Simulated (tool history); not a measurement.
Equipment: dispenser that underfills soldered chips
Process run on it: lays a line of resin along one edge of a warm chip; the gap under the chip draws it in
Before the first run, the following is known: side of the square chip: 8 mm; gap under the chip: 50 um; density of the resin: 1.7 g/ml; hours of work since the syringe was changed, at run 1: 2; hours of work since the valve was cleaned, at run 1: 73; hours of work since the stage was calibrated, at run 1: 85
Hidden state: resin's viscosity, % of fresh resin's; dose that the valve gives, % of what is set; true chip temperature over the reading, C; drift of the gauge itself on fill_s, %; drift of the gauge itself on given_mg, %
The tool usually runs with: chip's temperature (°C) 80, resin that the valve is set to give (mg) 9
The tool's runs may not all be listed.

| run | day | chip's temperature (°C) | resin that the valve is set to give (mg) | hours of work since the syringe was changed | hours of work since the valve was cleaned | hours of work since the stage was calibrated | time until the resin shows at the far edge (s) | resin that the valve gave (mg) |
|---|---|---|---|---|---|---|---|---|
| 1 | 0 | 80 | 9 | 2 | 73 | 85 | 94.3 | 8.67 |
| 2 | 0.521 | 80 | 9 | 11 | 81 | 93 | 149.9 | 8.64 |
|  | 0.638 | new syringe of resin |
| 3 | 0.788 | 80 | 9 | 2 | 85 | 97 | 96.7 | 8.6 |
| 4 | 1.242 | 80 | 9 | 10 | 92 | 104 | 143.2 | 8.57 |
|  | 1.412 | dispensing valve cleaned and set on the balance |
|  | 1.45 | new syringe of resin |
| 5 | 1.762 | 80 | 9 | 5 | 5 | 112 | 108.8 | 8.97 |
| 6 | 2.058 | 80 | 9 | 10 | 10 | 116 | 139.8 | 8.96 |
|  | 2.212 | new syringe of resin |
| 7 | 2.575 | 80 | 9 | 6 | 18 | 124 | 113.1 | 8.99 |
| 8 | 2.892 | 80 | 9 | 11 | 23 | 129 | 148.9 | 8.94 |
|  | 2.988 | new syringe of resin |
| 9 | 3.396 | 80 | 9 | 6 | 31 | 137 | 116.5 | 8.81 |
|  | 3.754 | new syringe of resin |
| 10 | 3.754 | 80 | 9 | 0 | 36 | 142 | 81.4 | 8.86 |
| 11 | 4.025 | 80 | 9 | 4 | 40 | 147 | 105.4 | 8.8 |
| 12 | 4.425 | 80 | 9 | 11 | 47 | 153 | 149.6 | 8.75 |
|  | 4.508 | new syringe of resin |
| 13 | 4.896 | 65 | 9 | 6 | 54 | 160 | 207 | 8.81 |
|  | 5.312 | new syringe of resin |
| 14 | 5.35 | 75 | 10.45 | 1 | 61 | 167 | 99.2 | 10.08 |
| 15 | 5.6 | 78 | 7.66 | 5 | 65 | 171 | 114.8 | 7.43 |
|  | 6.096 | new syringe of resin |
| 16 | 6.121 | 95 | 9.18 | 0 | 73 | 179 | 47 | 8.91 |
| 17 | 6.646 | 95 | 9.18 | 9 | 81 | 188 | 75.7 | 8.81 |
|  | 6.867 | new syringe of resin |
| 18 | 7.192 | 95 | 9.18 | 5 | 90 | 196 | 60.5 | 8.81 |
|  | 7.546 | dispensing valve cleaned and set on the balance |
|  | 7.662 | new syringe of resin |
| 19 | 7.729 | 82 | 8.47 | 1 | 3 | 204 | 80.6 | 8.33 |
| 20 | 8.021 | 94 | 7.87 | 6 | 7 | 208 | 66.7 | 7.78 |
| 21 | 8.325 | 75 | 10.76 | 10 | 12 | 213 | 173.6 | 10.7 |
|  | 8.446 | new syringe of resin |
| 22 | 8.688 | 91 | 10.76 | 4 | 18 | 219 | 63 | 10.62 |
| 23 | 9.033 | 91 | 10.37 | 9 | 23 | 224 | 87.1 | 10.29 |
|  | 9.229 | new syringe of resin |
| 24 | 9.562 | 91 | 10.37 | 5 | 31 | 232 | 71.1 | 10.22 |
| 25 | 9.925 | 66 | 8.65 | 11 | 37 | 238 | 257.5 | 8.47 |

Each run again, without the hidden state but with its own random variation kept:
| run | time until the resin shows at the far edge (s) | resin that the valve gave (mg) |
|---|---|---|
| 1 | 84.8 | 9.02 |
| 2 | 85 | 9.03 |
| 3 | 84.1 | 9 |
| 4 | 83.1 | 9.01 |
| 5 | 84.4 | 9 |
| 6 | 83.4 | 9.01 |
| 7 | 85.3 | 9.07 |
| 8 | 84.7 | 9.05 |
| 9 | 84.2 | 8.96 |
| 10 | 83.6 | 9.03 |
| 11 | 85.1 | 8.99 |
| 12 | 84.6 | 8.97 |
| 13 | 154.1 | 9.07 |
| 14 | 101.1 | 10.41 |
| 15 | 93.1 | 7.69 |
| 16 | 48 | 9.26 |
| 17 | 48.6 | 9.2 |
| 18 | 47.6 | 9.24 |
| 19 | 78.9 | 8.35 |
| 20 | 50.1 | 7.82 |
| 21 | 100.2 | 10.78 |
| 22 | 54.1 | 10.73 |
| 23 | 55 | 10.43 |
| 24 | 55.6 | 10.4 |
| 25 | 146.7 | 8.64 |
